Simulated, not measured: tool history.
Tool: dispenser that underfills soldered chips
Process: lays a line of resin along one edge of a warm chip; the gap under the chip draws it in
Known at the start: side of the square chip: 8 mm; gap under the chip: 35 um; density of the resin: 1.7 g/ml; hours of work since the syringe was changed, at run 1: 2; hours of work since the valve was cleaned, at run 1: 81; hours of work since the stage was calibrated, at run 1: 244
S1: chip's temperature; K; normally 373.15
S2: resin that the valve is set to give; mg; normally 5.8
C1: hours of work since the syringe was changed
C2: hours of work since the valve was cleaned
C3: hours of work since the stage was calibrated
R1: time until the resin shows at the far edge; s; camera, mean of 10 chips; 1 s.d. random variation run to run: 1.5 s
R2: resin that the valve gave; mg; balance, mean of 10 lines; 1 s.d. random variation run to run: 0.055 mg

{"run": 1, "day": 0.0, "S1": 373.15, "S2": 5.8, "C1": 2, "C2": 81, "C3": 244, "R1": 164.8, "R2": 5.46}
{"run": 2, "day": 0.246, "S1": 373.15, "S2": 5.8, "C1": 6, "C2": 86, "C3": 249, "R1": 235, "R2": 5.39}
{"day": 0.292, "done": "new syringe of resin"}
{"day": 0.683, "done": "new syringe of resin"}
{"run": 3, "day": 0.738, "S1": 373.15, "S2": 5.8, "C1": 1, "C2": 94, "C3": 258, "R1": 153.1, "R2": 5.23}
{"day": 1.054, "done": "new syringe of resin"}
{"run": 4, "day": 1.196, "S1": 373.15, "S2": 5.8, "C1": 3, "C2": 103, "C3": 266, "R1": 170.5, "R2": 5.27}
{"day": 1.429, "done": "new syringe of resin"}
{"day": 1.717, "done": "dispensing valve cleaned and set on the balance"}
{"run": 5, "day": 1.721, "S1": 373.15, "S2": 5.8, "C1": 5, "C2": 0, "C3": 275, "R1": 202.5, "R2": 5.83}
{"day": 1.829, "done": "new syringe of resin"}
{"run": 6, "day": 2.104, "S1": 373.15, "S2": 5.8, "C1": 5, "C2": 7, "C3": 283, "R1": 206.2, "R2": 5.74}
{"day": 2.192, "done": "new syringe of resin"}
{"run": 7, "day": 2.483, "S1": 373.15, "S2": 5.8, "C1": 6, "C2": 14, "C3": 290, "R1": 209.6, "R2": 5.67}
{"day": 2.575, "done": "new syringe of resin"}
{"day": 2.942, "done": "new syringe of resin"}
{"run": 8, "day": 2.942, "S1": 373.15, "S2": 5.8, "C1": 0, "C2": 23, "C3": 298, "R1": 138, "R2": 5.63}
{"day": 3.321, "done": "new syringe of resin"}
{"run": 9, "day": 3.358, "S1": 373.15, "S2": 5.8, "C1": 1, "C2": 30, "C3": 306, "R1": 143.5, "R2": 5.53}
{"run": 10, "day": 3.604, "S1": 373.15, "S2": 5.8, "C1": 5, "C2": 35, "C3": 310, "R1": 213.6, "R2": 5.61}
{"day": 3.696, "done": "new syringe of resin"}
{"run": 11, "day": 3.854, "S1": 373.15, "S2": 5.8, "C1": 3, "C2": 40, "C3": 315, "R1": 171.8, "R2": 5.68}
{"day": 4.062, "done": "new syringe of resin"}
{"run": 12, "day": 4.142, "S1": 373.15, "S2": 5.8, "C1": 2, "C2": 45, "C3": 320, "R1": 157.4, "R2": 5.46}
{"day": 4.45, "done": "new syringe of resin"}
{"run": 13, "day": 4.608, "S1": 373.15, "S2": 5.8, "C1": 3, "C2": 54, "C3": 329, "R1": 176.9, "R2": 5.45}
{"day": 4.825, "done": "new syringe of resin"}
{"run": 14, "day": 4.912, "S1": 373.15, "S2": 7.23, "C1": 2, "C2": 59, "C3": 334, "R1": 152.2, "R2": 6.8}
{"day": 5.221, "done": "new syringe of resin"}
{"run": 15, "day": 5.229, "S1": 373.15, "S2": 5.8, "C1": 0, "C2": 65, "C3": 340, "R1": 139.9, "R2": 5.42}
{"run": 16, "day": 5.475, "S1": 373.15, "S2": 5.8, "C1": 5, "C2": 70, "C3": 345, "R1": 204.2, "R2": 5.45}
{"day": 5.604, "done": "new syringe of resin"}
{"run": 17, "day": 5.788, "S1": 378.15, "S2": 5.8, "C1": 4, "C2": 75, "C3": 351, "R1": 147.7, "R2": 5.32}
{"day": 5.983, "done": "new syringe of resin"}
{"run": 18, "day": 6.275, "S1": 365.15, "S2": 5.87, "C1": 6, "C2": 85, "C3": 360, "R1": 296.5, "R2": 5.3}
{"day": 6.342, "done": "new syringe of resin"}
{"day": 6.708, "done": "new syringe of resin"}
{"run": 19, "day": 6.812, "S1": 371.15, "S2": 7.16, "C1": 2, "C2": 94, "C3": 370, "R1": 167.6, "R2": 6.43}
{"day": 7.075, "done": "new syringe of resin"}
{"run": 20, "day": 7.138, "S1": 371.15, "S2": 7.16, "C1": 1, "C2": 100, "C3": 376, "R1": 159.8, "R2": 6.51}

Run 21, settings as shown, results not yet in. Your forecast:
{"day": 7.467, "done": "new syringe of resin"}
{"run": 21, "day": 7.638, "S1": 382.15, "S2": 5.83, "C1": 3, "C2": 110, "C3": 385, "R1": "?", "R2": "?"}

R1: 125.9 s
R2: 5.23 mg
Were there no unlogged condition in the tool, this run, its random variation unchanged, would have produced R1 101.1 s, R2 5.87 mg.
